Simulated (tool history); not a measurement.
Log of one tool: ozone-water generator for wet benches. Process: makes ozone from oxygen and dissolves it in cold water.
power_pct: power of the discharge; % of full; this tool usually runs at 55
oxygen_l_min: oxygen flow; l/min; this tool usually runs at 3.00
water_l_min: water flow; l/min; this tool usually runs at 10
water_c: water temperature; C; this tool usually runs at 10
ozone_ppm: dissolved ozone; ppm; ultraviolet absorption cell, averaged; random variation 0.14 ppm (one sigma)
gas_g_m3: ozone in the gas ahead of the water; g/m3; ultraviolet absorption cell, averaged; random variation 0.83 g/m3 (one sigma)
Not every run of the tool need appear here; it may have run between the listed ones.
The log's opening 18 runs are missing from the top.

run      day  power_pct  oxygen_l_min  water_l_min  water_c  ozone_ppm  gas_g_m3
 19   80.517         55          1.97           12       10       11.7     150.0
 20   83.254         55          1.97           12       14       11.3     149.4
 21   86.504         55          4.54           11       14       11.7      88.5
 22   89.662         48          3.95            8       14       14.0      89.8
 23   94.458         48          3.95            8       14       14.0      88.5
 24   97.092         55          3.00           14       14       10.0     114.2
 25  100.346         55          3.00           14       14        9.8     113.2
 26  104.021         55          2.90            9        7       15.8     116.2
 27  108.925         98          4.62           10       11       17.6     115.5
 28  115.046         55          3.00           11       10       12.9     113.0
 29  118.742         81          3.87           11        7       15.9     117.7
 30  124.225         81          3.87           11       13       14.4     115.2
 31  129.071         81          3.87           11       13       14.4     115.7
 32  133.233         81          3.87           11       13       14.3     115.3
 33  138.771         64          3.34            9        6       16.8     111.7
 34  142.767         55          2.84           10       10       13.6     115.3

Below are 3 alternative next runs, each starting from the tool's condition after run 34. Predict each:
  A  148.733         55          2.78            9       16          ?         ?
  B  148.733         55          2.94           10       11          ?         ?
  C  148.733         71          2.84           10       10          ?         ?

run  ozone_ppm  gas_g_m3
  A       13.6     116.1
  B       13.5     111.3
  C       15.3     130.2
Without the tool's unlogged condition, the same runs would have read:
run  ozone_ppm  gas_g_m3
  A       16.5     139.6
  B       16.4     133.7
  C       19.2     161.0

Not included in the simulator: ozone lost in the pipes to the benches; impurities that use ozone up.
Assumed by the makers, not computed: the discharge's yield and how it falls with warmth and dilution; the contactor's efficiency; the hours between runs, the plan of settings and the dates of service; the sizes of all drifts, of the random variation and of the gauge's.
